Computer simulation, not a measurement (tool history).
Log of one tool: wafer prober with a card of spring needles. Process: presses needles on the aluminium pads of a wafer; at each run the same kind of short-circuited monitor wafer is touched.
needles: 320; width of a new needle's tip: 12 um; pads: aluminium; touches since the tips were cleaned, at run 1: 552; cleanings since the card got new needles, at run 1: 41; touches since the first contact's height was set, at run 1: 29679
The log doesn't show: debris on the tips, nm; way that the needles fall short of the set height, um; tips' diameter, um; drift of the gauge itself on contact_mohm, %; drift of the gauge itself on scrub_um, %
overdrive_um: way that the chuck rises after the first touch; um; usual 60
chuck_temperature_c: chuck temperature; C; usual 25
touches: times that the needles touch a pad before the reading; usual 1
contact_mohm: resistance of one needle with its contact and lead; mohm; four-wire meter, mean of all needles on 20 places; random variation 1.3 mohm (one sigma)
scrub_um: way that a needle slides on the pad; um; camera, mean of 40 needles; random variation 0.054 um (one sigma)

run,day,overdrive_um,chuck_temperature_c,touches,touches since the tips were cleaned,cleanings since the card got new needles,touches since the first contact's height was set,contact_mohm,scrub_um
1,0,60,25,1,552,41,29679,115,14.07
# day 0.396: tips cleaned on abrasive film
# day 0.892: tips cleaned on abrasive film
2,0.958,60,25,1,861,43,41938,117,13.91
# day 1.354: tips cleaned on abrasive film
# day 1.846: tips cleaned on abrasive film
# day 2.246: tips cleaned on abrasive film
# day 2.738: tips cleaned on abrasive film
3,3.079,60,25,1,4365,47,69024,123,13.88
# day 3.179: tips cleaned on abrasive film
# day 3.579: tips cleaned on abrasive film
# day 4.071: tips cleaned on abrasive film
# day 4.567: tips cleaned on abrasive film
# day 5.062: tips cleaned on abrasive film
# day 5.462: tips cleaned on abrasive film
4,5.462,60,25,1,0,53,99426,112,13.7
# day 5.954: tips cleaned on abrasive film
# day 6.45: tips cleaned on abrasive film
# day 6.892: tips cleaned on abrasive film
5,6.892,60,25,1,0,56,117704,114,13.64
# day 7.388: tips cleaned on abrasive film
# day 7.883: tips cleaned on abrasive film
# day 8.379: tips cleaned on abrasive film
# day 8.775: tips cleaned on abrasive film
# day 9.217: tips cleaned on abrasive film
6,9.217,60,25,2,0,61,147388,110,13.44
# day 9.712: tips cleaned on abrasive film
# day 10.108: tips cleaned on abrasive film
# day 10.604: tips cleaned on abrasive film
# day 11: tips cleaned on abrasive film
7,11.154,60,25,2,1951,65,172133,117,13.44
# day 11.45: tips cleaned on abrasive film
# day 11.946: tips cleaned on abrasive film
# day 12.412: tips cleaned on abrasive film
8,12.412,60,25,1,0,68,188203,116,13.35
# day 12.908: tips cleaned on abrasive film
# day 13.304: tips cleaned on abrasive film
# day 13.8: tips cleaned on abrasive film
9,14.158,60,25,1,4612,71,210544,128,13.17
# day 14.262: tips cleaned on abrasive film
# day 14.658: tips cleaned on abrasive film
# day 14.867: height of the first contact set anew
# day 15.167: tips cleaned on abrasive film
# day 15.658: tips cleaned on abrasive film
# day 16.154: tips cleaned on abrasive film
10,16.396,60,25,1,3104,76,19532,123,13.99
# day 16.596: tips cleaned on abrasive film
# day 16.992: tips cleaned on abrasive film
# day 17.488: tips cleaned on abrasive film
# day 17.983: tips cleaned on abrasive film
# day 18.479: tips cleaned on abrasive film
11,18.738,80,25,1,3350,81,49450,118,18.55
# day 18.938: tips cleaned on abrasive film
# day 19.333: tips cleaned on abrasive film
# day 19.829: tips cleaned on abrasive film
12,20.125,80,25,1,3817,84,67173,122,18.49
# day 20.225: tips cleaned on abrasive film
# day 20.721: tips cleaned on abrasive film
# day 21.217: tips cleaned on abrasive film
# day 21.679: tips cleaned on abrasive film
13,21.679,60,40,1,0,88,87014,118,13.73
# day 22.175: tips cleaned on abrasive film
# day 22.671: tips cleaned on abrasive film
# day 23.167: tips cleaned on abrasive film
14,23.175,49,25,2,144,91,106133,118,11.13
# day 23.571: tips cleaned on abrasive film
# day 23.967: tips cleaned on abrasive film
# day 24.462: tips cleaned on abrasive film
# day 24.958: tips cleaned on abrasive film
15,25.317,49,81,2,4631,95,133515,136,11.06
# day 25.421: tips cleaned on abrasive film
# day 25.917: tips cleaned on abrasive film
# day 26.412: tips cleaned on abrasive film
# day 26.808: tips cleaned on abrasive film
16,27.029,49,25,2,2866,99,155377,123,10.87
# day 27.233: tips cleaned on abrasive film
# day 27.729: tips cleaned on abrasive film
17,28.025,65,25,1,3857,101,168100,124,14.56
# day 28.129: tips cleaned on abrasive film
# day 28.625: tips cleaned on abrasive film
# day 29.021: tips cleaned on abrasive film
# day 29.417: tips cleaned on abrasive film
# day 29.904: tips cleaned on abrasive film
18,29.904,65,25,2,0,106,192050,114,14.57
# day 30.304: tips cleaned on abrasive film
# day 30.7: tips cleaned on abrasive film
# day 31.196: tips cleaned on abrasive film
# day 31.592: tips cleaned on abrasive film
19,31.871,65,25,2,3611,110,217190,120,14.36
# day 32.075: tips cleaned on abrasive film
# day 32.088: height of the first contact set anew
# day 32.583: tips cleaned on abrasive film
# day 33.075: tips cleaned on abrasive film
# day 33.571: tips cleaned on abrasive film
20,33.892,65,25,2,4133,114,23128,122,15.18
# day 33.996: tips cleaned on abrasive film
# day 34.392: tips cleaned on abrasive film
# day 34.888: tips cleaned on abrasive film
21,35.071,44,48,2,2369,117,38159,129,10.16
# day 35.371: tips cleaned on abrasive film
# day 35.867: tips cleaned on abrasive film
# day 36.362: tips cleaned on abrasive film
# day 36.758: tips cleaned on abrasive film
22,36.975,70,59,3,2774,121,62462,121,16.22
# day 37.175: tips cleaned on abrasive film
# day 37.671: tips cleaned on abrasive film
# day 38.167: tips cleaned on abrasive film
# day 38.562: tips cleaned on abrasive film
23,38.579,57,59,2,206,125,82929,121,12.99
# day 38.975: tips cleaned on abrasive film
# day 39.471: tips cleaned on abrasive film
# day 39.967: tips cleaned on abrasive film
# day 40.462: tips cleaned on abrasive film
# day 40.858: tips cleaned on abrasive film
24,40.946,79,68,2,1125,130,113183,117,18.03
# day 41.346: tips cleaned on abrasive film
# day 41.742: tips cleaned on abrasive film
# day 42.175: tips cleaned on abrasive film
25,42.175,51,51,1,0,133,128859,120,11.36
# day 42.671: tips cleaned on abrasive film
# day 43.067: tips cleaned on abrasive film
26,43.433,79,62,1,4680,135,144936,125,17.96

4 ways to go on from here, each from the tool as it stands after run 26. What would each give?
# day 43.533: tips cleaned on abrasive film
# day 43.929: tips cleaned on abrasive film
# day 44.425: tips cleaned on abrasive film
# day 44.821: tips cleaned on abrasive film
# day 45.317: tips cleaned on abrasive film
A,45.704,60,25,1,4999,140,173974,?,?
# day 43.533: tips cleaned on abrasive film
# day 43.929: tips cleaned on abrasive film
# day 44.425: tips cleaned on abrasive film
# day 44.821: tips cleaned on abrasive film
# day 45.317: tips cleaned on abrasive film
B,45.704,64,107,1,4999,140,173974,?,?
# day 43.533: tips cleaned on abrasive film
# day 43.929: tips cleaned on abrasive film
# day 44.425: tips cleaned on abrasive film
# day 44.821: tips cleaned on abrasive film
# day 45.317: tips cleaned on abrasive film
C,45.704,41,98,2,4999,140,173974,?,?
# day 43.533: tips cleaned on abrasive film
# day 43.929: tips cleaned on abrasive film
# day 44.425: tips cleaned on abrasive film
# day 44.821: tips cleaned on abrasive film
# day 45.317: tips cleaned on abrasive film
D,45.704,79,116,1,4999,140,173974,?,?

run,contact_mohm,scrub_um
A,133,13.39
B,136,14.45
C,150,8.95
D,133,17.82
Without the tool's hidden state the same runs would have given:
run,contact_mohm,scrub_um
A,114,14.13
B,122,15.19
C,125,9.69
D,126,18.55

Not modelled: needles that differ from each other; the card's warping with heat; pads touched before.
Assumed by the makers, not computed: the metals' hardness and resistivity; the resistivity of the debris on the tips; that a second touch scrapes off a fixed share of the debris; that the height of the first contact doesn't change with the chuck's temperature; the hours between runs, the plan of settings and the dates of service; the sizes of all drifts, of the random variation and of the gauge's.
